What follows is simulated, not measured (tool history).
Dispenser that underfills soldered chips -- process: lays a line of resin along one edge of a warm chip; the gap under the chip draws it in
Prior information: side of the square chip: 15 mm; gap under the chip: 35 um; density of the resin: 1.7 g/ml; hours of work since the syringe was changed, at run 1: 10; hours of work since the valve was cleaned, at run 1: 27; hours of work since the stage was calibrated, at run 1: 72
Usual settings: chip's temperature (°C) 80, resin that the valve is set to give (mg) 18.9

| run | hour | chip's temperature (°C) | resin that the valve is set to give (mg) | hours of work since the syringe was changed | hours of work since the valve was cleaned | hours of work since the stage was calibrated | time until the resin shows at the far edge (s) | resin that the valve gave (mg) |
|---|---|---|---|---|---|---|---|---|
| 1 | 0 | 80 | 18.9 | 10 | 27 | 72 | 347.6 | 18.6 |
|  | 2.9 | new syringe of resin |
| 2 | 5.4 | 80 | 18.9 | 2 | 31 | 76 | 239.6 | 18.61 |
| 3 | 10.6 | 80 | 18.9 | 6 | 35 | 79 | 282.4 | 18.58 |
| 4 | 17.2 | 80 | 23 | 11 | 40 | 84 | 341.4 | 22.55 |
|  | 19.1 | new syringe of resin |
| 5 | 22.1 | 80 | 23 | 2 | 43 | 88 | 237.1 | 22.53 |
| 6 | 28.8 | 80 | 23 | 7 | 48 | 93 | 290.7 | 22.26 |
| 7 | 34.4 | 80 | 23 | 11 | 52 | 97 | 345.4 | 22.24 |
|  | 35.2 | new syringe of resin |
| 8 | 37.8 | 80 | 23 | 2 | 55 | 99 | 241.8 | 22.34 |
| 9 | 42 | 80 | 23 | 5 | 58 | 102 | 277.8 | 22.16 |
| 10 | 47.8 | 80 | 23 | 9 | 62 | 106 | 326.6 | 22.08 |
| 11 | 50.8 | 80 | 23 | 12 | 64 | 109 | 362.4 | 22.16 |
|  | 51.5 | new syringe of resin |
| 12 | 57.5 | 80 | 18.9 | 4 | 69 | 113 | 282.6 | 18.12 |
| 13 | 61.5 | 73 | 18.9 | 7 | 72 | 116 | 431.2 | 18.01 |
| 14 | 65.3 | 80 | 18.9 | 10 | 75 | 119 | 354 | 17.98 |
|  | 67.8 | new syringe of resin |
| 15 | 69.1 | 80 | 18.2 | 1 | 77 | 122 | 237.1 | 17.39 |
| 16 | 73.5 | 80 | 18.2 | 4 | 80 | 125 | 279.5 | 17.33 |
| 17 | 77.3 | 80 | 18.2 | 7 | 83 | 128 | 308.7 | 17.39 |
| 18 | 83.4 | 80 | 18.2 | 11 | 88 | 132 | 371.6 | 17.29 |
|  | 84 | new syringe of resin |
| 19 | 88.2 | 80 | 18.2 | 3 | 91 | 135 | 271.6 | 17.2 |
| 20 | 91.1 | 75 | 18.1 | 5 | 93 | 138 | 362.5 | 16.87 |
| 21 | 95 | 73 | 24.5 | 8 | 96 | 141 | 431.2 | 22.97 |
| 22 | 98.7 | 73 | 24.5 | 11 | 99 | 143 | 484.2 | 23.09 |
|  | 100.1 | new syringe of resin |
| 23 | 103.7 | 82 | 20 | 3 | 102 | 147 | 236 | 18.64 |
| 24 | 110.3 | 66 | 18.9 | 8 | 107 | 152 | 605.4 | 17.84 |
| 25 | 113.3 | 66 | 18.9 | 10 | 109 | 154 | 664.6 | 17.55 |
|  | 116.2 | new syringe of resin |
| 26 | 117.2 | 81 | 18.9 | 1 | 112 | 156 | 230.2 | 17.74 |
| 27 | 121.2 | 81 | 18.9 | 4 | 115 | 159 | 257.3 | 17.58 |
| 28 | 127.1 | 81 | 18.9 | 8 | 119 | 164 | 313.1 | 17.57 |
| 29 | 130 | 69 | 18.9 | 10 | 121 | 166 | 577.4 | 17.61 |
|  | 132.5 | new syringe of resin |
| 30 | 134.7 | 86 | 17 | 2 | 125 | 169 | 197.4 | 15.69 |
| 31 | 139.6 | 83 | 24.2 | 5 | 128 | 173 | 243.9 | 22.55 |
| 32 | 145.9 | 93 | 23.9 | 10 | 133 | 177 | 190.7 | 21.88 |
|  | 148.8 | new syringe of resin |
| 33 | 152.8 | 93 | 23.9 | 3 | 138 | 182 | 146.6 | 21.77 |
| 34 | 158.3 | 88 | 19.5 | 7 | 142 | 186 | 223.6 | 17.82 |

Forecast each of these 5 alternatives for the next run:
| A | 164.1 | 88 | 19.5 | 11 | 146 | 191 | ? | ? |
| B | 164.1 | 74 | 16.5 | 11 | 146 | 191 | ? | ? |
| C | 164.1 | 73 | 21.8 | 11 | 146 | 191 | ? | ? |
| D | 164.1 | 80 | 16.2 | 11 | 146 | 191 | ? | ? |
| E | 164.1 | 75 | 22.3 | 11 | 146 | 191 | ? | ? |

| run | time until the resin shows at the far edge (s) | resin that the valve gave (mg) |
|---|---|---|
| A | 262.1 | 17.66 |
| B | 522.2 | 15.15 |
| C | 503.9 | 19.77 |
| D | 401.7 | 14.71 |
| E | 454.2 | 20.42 |
Had the tool no hidden state, the same runs would have come out as:
| run | time until the resin shows at the far edge (s) | resin that the valve gave (mg) |
|---|---|---|
| A | 152.9 | 19.36 |
| B | 297.8 | 16.61 |
| C | 295.3 | 21.68 |
| D | 229.1 | 16.13 |
| E | 266.5 | 22.39 |

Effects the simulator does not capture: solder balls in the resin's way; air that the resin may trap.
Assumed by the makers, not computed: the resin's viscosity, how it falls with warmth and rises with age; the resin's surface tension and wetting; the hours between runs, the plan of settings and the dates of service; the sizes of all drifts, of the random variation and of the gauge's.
